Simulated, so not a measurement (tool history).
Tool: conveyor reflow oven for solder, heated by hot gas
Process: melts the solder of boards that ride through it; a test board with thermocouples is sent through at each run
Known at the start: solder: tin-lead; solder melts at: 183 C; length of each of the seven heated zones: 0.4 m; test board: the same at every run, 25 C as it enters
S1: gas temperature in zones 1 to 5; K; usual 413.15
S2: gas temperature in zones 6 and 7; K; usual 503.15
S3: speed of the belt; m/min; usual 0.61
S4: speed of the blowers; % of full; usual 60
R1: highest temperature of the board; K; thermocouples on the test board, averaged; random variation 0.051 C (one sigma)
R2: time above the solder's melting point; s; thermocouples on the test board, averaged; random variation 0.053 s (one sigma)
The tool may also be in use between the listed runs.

{"run": 1, "hour": 0.0, "S1": 413.15, "S2": 503.15, "S3": 0.61, "S4": 60, "R1": 483.26, "R2": 52.65}
{"run": 2, "hour": 23.4, "S1": 413.15, "S2": 503.15, "S3": 0.61, "S4": 60, "R1": 483.17, "R2": 52.49}
{"run": 3, "hour": 49.8, "S1": 413.15, "S2": 503.15, "S3": 0.61, "S4": 60, "R1": 483.09, "R2": 52.42}
{"run": 4, "hour": 99.3, "S1": 413.15, "S2": 503.15, "S3": 0.61, "S4": 60, "R1": 483.06, "R2": 52.36}
{"run": 5, "hour": 127.7, "S1": 413.15, "S2": 503.15, "S3": 0.61, "S4": 60, "R1": 482.96, "R2": 52.37}
{"run": 6, "hour": 156.9, "S1": 413.15, "S2": 503.15, "S3": 0.61, "S4": 60, "R1": 482.88, "R2": 52.3}
{"run": 7, "hour": 191.2, "S1": 412.15, "S2": 501.15, "S3": 0.61, "S4": 60, "R1": 480.89, "R2": 49.77}
{"run": 8, "hour": 225.9, "S1": 412.15, "S2": 501.15, "S3": 0.61, "S4": 60, "R1": 480.93, "R2": 49.73}
{"hour": 233.5, "done": "flux residue cleaned out of gas plates and filters"}
{"run": 9, "hour": 282.0, "S1": 422.15, "S2": 503.15, "S3": 0.51, "S4": 61, "R1": 490.15, "R2": 76.75}
{"run": 10, "hour": 328.2, "S1": 422.15, "S2": 503.15, "S3": 0.51, "S4": 61, "R1": 490.1, "R2": 76.73}
{"hour": 338.1, "done": "flux residue cleaned out of gas plates and filters, once more"}
{"run": 11, "hour": 363.8, "S1": 422.15, "S2": 503.15, "S3": 0.51, "S4": 61, "R1": 490.78, "R2": 77.6}
{"run": 12, "hour": 390.4, "S1": 400.15, "S2": 509.15, "S3": 0.63, "S4": 85, "R1": 491.72, "R2": 55.19}

4 ways to go on from here, each from the tool as it stands after run 12. What would each give?
{"run": "A", "hour": 424.4, "S1": 399.15, "S2": 503.15, "S3": 0.718, "S4": 53, "R1": "?", "R2": "?"}
{"run": "B", "hour": 424.4, "S1": 413.15, "S2": 495.15, "S3": 0.724, "S4": 59, "R1": "?", "R2": "?"}
{"run": "C", "hour": 424.4, "S1": 417.15, "S2": 497.15, "S3": 0.496, "S4": 60, "R1": "?", "R2": "?"}
{"run": "D", "hour": 424.4, "S1": 405.15, "S2": 503.15, "S3": 0.61, "S4": 60, "R1": "?", "R2": "?"}

run=A R1=470.23 R2=24.71
run=B R1=470.32 R2=28.67
run=C R1=485.08 R2=71.75
run=D R1=481.66 R2=48.07
Without the tool's hidden state the same runs would have given:
run=A R1=469.98 R2=24.08
run=B R1=470.12 R2=28.08
run=C R1=484.86 R2=70.73
run=D R1=481.44 R2=47.32
